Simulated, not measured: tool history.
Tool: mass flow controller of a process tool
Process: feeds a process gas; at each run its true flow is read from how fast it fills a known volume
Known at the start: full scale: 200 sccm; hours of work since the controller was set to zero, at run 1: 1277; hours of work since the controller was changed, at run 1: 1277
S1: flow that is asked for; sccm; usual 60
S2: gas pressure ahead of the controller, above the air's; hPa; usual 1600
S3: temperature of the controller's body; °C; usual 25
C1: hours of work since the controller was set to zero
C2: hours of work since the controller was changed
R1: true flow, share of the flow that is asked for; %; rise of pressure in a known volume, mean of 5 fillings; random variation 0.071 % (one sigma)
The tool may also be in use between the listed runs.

run,day,S1,S2,S3,C1,C2,R1
1,0,60,1600,25,1277,1277,100.35
2,5.104,60,1600,25,1340,1340,100.35
3,11.625,60,1600,25,1422,1422,100.3
4,15.175,60,1600,25,1467,1467,100.33
5,21.246,60,1600,25,1543,1543,100.27
6,28.996,60,1600,25,1640,1640,100.34
7,35.75,60,1830,25,1724,1724,100.63
8,43.871,44,1830,25,1826,1826,100.53
9,49.375,44,1830,25,1895,1895,100.48
10,54.588,44,1830,30,1960,1960,100.75
11,58.2,44,1830,30,2005,2005,101.02
12,62.917,121,2030,21,2065,2065,100.38
13,66.658,161,1690,21,2111,2111,100.28
14,71.433,131,2130,21,2171,2171,100.38
15,74.9,135,1910,25,2215,2215,100.64
16,78.483,42,1600,23,2259,2259,100.46
17,82.15,186,2730,25,2305,2305,101
18,86.662,186,2730,25,2362,2362,100.79
19,90.612,186,1670,31,2411,2411,100.9
20,94.9,106,2390,29,2465,2465,100.89
21,99.792,45,1550,38,2526,2526,101.57
22,107.5,54,1580,38,2623,2623,101.37

Forecast each of these 5 alternatives for the next run:
A,113.412,65,1580,38,2697,2697,?
B,113.412,63,2460,22,2697,2697,?
C,113.412,54,1580,28,2697,2697,?
D,113.412,42,1600,28,2697,2697,?
E,113.412,95,2650,34,2697,2697,?

run,R1
A,101.45
B,100.63
C,100.9
D,100.92
E,101.22
Without the tool's hidden state the same runs would have given:
run,R1
A,100.35
B,99.52
C,99.71
D,99.6
E,100.25
